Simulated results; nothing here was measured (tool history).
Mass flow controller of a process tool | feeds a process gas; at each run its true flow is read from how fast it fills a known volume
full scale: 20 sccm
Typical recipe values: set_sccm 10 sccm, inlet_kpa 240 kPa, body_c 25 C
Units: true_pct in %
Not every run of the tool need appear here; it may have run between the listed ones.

run      day  set_sccm  inlet_kpa  body_c  true_pct
  1        0        10        240      25     99.46
  2    5.954        10        240      25     99.49
  3   10.108        10        240      32     99.23
  4   15.867        10        240      24     99.53
  5    21.95        10        240      24     99.52
  6   28.071        10        240      25     99.46
  7   35.158        10        240      25     99.57
  8   41.592        10        240      25     99.53
  9   47.767        10        240      25      99.5
 10   51.642        10        240      25     99.59
 11   57.967        10        240      25     99.63
 12     64.4        10        240      25      99.6
 13    67.45         7        240      25     99.85
 14   71.604         7        240      25     99.91
 15   77.283         3        240      25    101.75
 16   83.225        14        240      25     99.52
 17   90.312        14        240      25     99.56
      90.683  -- controller's zero set anew
 18   96.471        10        203      25    100.24
 19  101.596        16        203      25     99.96
 20  106.662        16        203      25       100
 21  111.529         4        203      25    102.27
 22  117.683        10        240      25     99.93
 23  121.883        10        240      25    100.01
 24  125.317        10        240      25    100.07
     126.738  -- controller's zero set anew, once more
 25  128.692        10        240      25     98.41
 26    134.4        10        240      25     98.45
 27  137.375        20        225      25     99.18
 28  141.933        19        260      20     99.03
 29  148.042         3        278      25     98.13
 30  154.871         6        200      33     98.33
 31  158.833         3        259      23     98.45
 32  163.117        15        205      25     98.93
 33  169.546        19        211      31     98.86
 34   176.45        10        148      34     98.75
 35  180.925         7        148      40     98.49
 36  186.742         7        148      40     98.45
 37  190.425         6        148      29     98.91
 38  196.975        10        219      25     98.75
 39  202.979        10        219      25     98.76
 40  207.438        10        219      25     98.72
 41  213.396        10        195      25     98.88
 42  216.762        11        195      30     98.69
 43  220.696        11        195      30     98.72
 44  227.229        11        195      30     98.74
 45  234.521         6        221      24     98.79
 46  238.438         6        221      24     98.82
 47  243.242        19        240      33     98.64
 48  248.092         5        151      22     99.57
 49  252.004        16        151      22     99.51

Alternative continuations, all from the tool just after run 49; predict every row:
  A  258.904         9        190      34         ?
  B  258.904        10        261      26         ?
  C  258.904         9        226      31         ?

run  true_pct
  A     98.66
  B     98.54
  C      98.6
With the hidden condition removed and each run's random variation left untouched, the same runs would have given:
run  true_pct
  A     99.05
  B     98.99
  C     98.99

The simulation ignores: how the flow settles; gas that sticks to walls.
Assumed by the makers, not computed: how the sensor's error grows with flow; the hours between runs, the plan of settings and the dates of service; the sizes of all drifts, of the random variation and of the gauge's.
